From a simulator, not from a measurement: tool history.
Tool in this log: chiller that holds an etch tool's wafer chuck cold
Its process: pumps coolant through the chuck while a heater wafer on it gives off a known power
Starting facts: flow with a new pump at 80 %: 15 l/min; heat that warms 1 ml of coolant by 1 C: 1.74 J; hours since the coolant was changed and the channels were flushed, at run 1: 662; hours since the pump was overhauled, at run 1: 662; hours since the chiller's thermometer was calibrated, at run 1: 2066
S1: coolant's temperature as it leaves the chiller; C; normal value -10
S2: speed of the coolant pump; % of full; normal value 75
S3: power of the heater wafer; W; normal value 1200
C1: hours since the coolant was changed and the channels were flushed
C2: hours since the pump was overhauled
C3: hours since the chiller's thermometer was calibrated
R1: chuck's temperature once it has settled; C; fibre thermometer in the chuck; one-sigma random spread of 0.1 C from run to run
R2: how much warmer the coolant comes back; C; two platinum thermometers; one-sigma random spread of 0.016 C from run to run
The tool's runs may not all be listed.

Run 1, hour 0: usual settings; C1 662; C2 662; C3 2066. Result: R1 -2.4 C, R2 2.94 C.
Run 2, hour 134.5: usual settings; C1 797; C2 797; C3 2201. Result: R1 -2.4 C, R2 2.96 C.
At hour 347.4: chiller's thermometer calibrated.
Run 3, hour 347.4: usual settings; C1 1009; C2 1009; C3 0. Result: R1 -2.4 C, R2 2.99 C.
Run 4, hour 536.3: usual settings; C1 1198; C2 1198; C3 189. Result: R1 -2.5 C, R2 2.97 C.
Run 5, hour 641.3: usual settings but S3 806 W; C1 1303; C2 1303; C3 294. Result: R1 -4.7 C, R2 2.04 C.
Run 6, hour 743.6: usual settings but S3 806 W; C1 1405; C2 1405; C3 396. Result: R1 -5 C, R2 2.05 C.
Run 7, hour 957.3: usual settings; C1 1619; C2 1619; C3 610. Result: R1 -2.3 C, R2 3.06 C.
Run 8, hour 1135.5: usual settings; C1 1797; C2 1797; C3 788. Result: R1 -2.1 C, R2 3.07 C.
Run 9, hour 1239.9: usual settings; C1 1901; C2 1901; C3 893. Result: R1 -2.5 C, R2 3.05 C.
Run 10, hour 1452.2: usual settings; C1 2114; C2 2114; C3 1105. Result: R1 -2.4 C, R2 3.08 C.
Run 11, hour 1603.4: usual settings; C1 2265; C2 2265; C3 1256. Result: R1 -2.1 C, R2 3.09 C.
Run 12, hour 1759.2: usual settings; C1 2421; C2 2421; C3 1412. Result: R1 -2.6 C, R2 3.11 C.
Run 13, hour 1920.8: usual settings but S1 -6 C, S3 1674 W; C1 2582; C2 2582; C3 1573. Result: R1 4.8 C, R2 4.3 C.
Run 14, hour 2155.8: usual settings but S1 -14 C, S2 98 % of full, S3 744 W; C1 2817; C2 2817; C3 1808. Result: R1 -10 C, R2 1.57 C.
Run 15, hour 2280.3: usual settings but S1 -1 C, S2 92 % of full, S3 952 W; C1 2942; C2 2942; C3 1933. Result: R1 4.3 C, R2 2.09 C.
Run 16, hour 2397.6: usual settings but S1 -3 C; C1 3059; C2 3059; C3 2050. Result: R1 4.7 C, R2 3.17 C.
Run 17, hour 2625.4: usual settings but S1 -14 C, S2 79 % of full; C1 3287; C2 3287; C3 2278. Result: R1 -6.6 C, R2 3.02 C.
At hour 2765.2: chiller's thermometer calibrated.
Run 18, hour 2821.3: usual settings but S1 -6 C, S2 70 % of full; C1 3482; C2 3482; C3 56. Result: R1 2.3 C, R2 3.42 C.
At hour 2923.9: coolant changed, channels flushed.
Run 19, hour 2994.5: usual settings but S1 -16 C, S2 78 % of full; C1 71; C2 3649; C3 223. Result: R1 -8.7 C, R2 3.11 C.
At hour 3051: coolant pump overhauled.
Run 20, hour 3162: usual settings but S2 61 % of full, S3 1451 W; C1 233; C2 111; C3 386. Result: R1 0.7 C, R2 4.66 C.
Run 21, hour 3324.6: usual settings but S1 -16 C, S3 1595 W; C1 396; C2 274; C3 548. Result: R1 -5.8 C, R2 4.18 C.
Run 22, hour 3545: usual settings but S1 -18 C, S2 82 % of full, S3 1590 W; C1 616; C2 494; C3 769. Result: R1 -8.5 C, R2 3.89 C.
Run 23, hour 3760.9: usual settings but S1 -7 C; C1 832; C2 710; C3 985. Result: R1 0.7 C, R2 3.25 C.

For some of the steps in R2 from one run to the next: how much would appear even if the tool had no hidden state, given the settings, what came in and random variation, and how much remains for the hidden state plus any gauge scatter that the measured result and the result without hidden state don't share?
What the log doesn't record here: heat passed by the chuck's channels, % of clean ones'; flow at a given pump speed, % of a new pump's; coolant's true temperature over the reading, C; drift of the gauge itself on chuck_c, C; drift of the gauge itself on warmer_back_c, C.
Run 2 -> 3: chiller's thermometer calibrated. R2 +0.03 C: hidden state +0.02, all else +0.01.
Run 3 -> 4: settings left as they were, no log entry in between. R2 -0.02 C: hidden state +0.02, all else -0.04.
Run 13 -> 14: S1 -6 -> -14, S2 75 -> 98, S3 1674 -> 744. R2 -2.73 C: hidden state +0.01, all else -2.74.
Run 19 -> 20: S1 -16 -> -10, S2 78 -> 61, S3 1200 -> 1451, coolant pump overhauled. R2 +1.55 C: hidden state +0.01, all else +1.54.
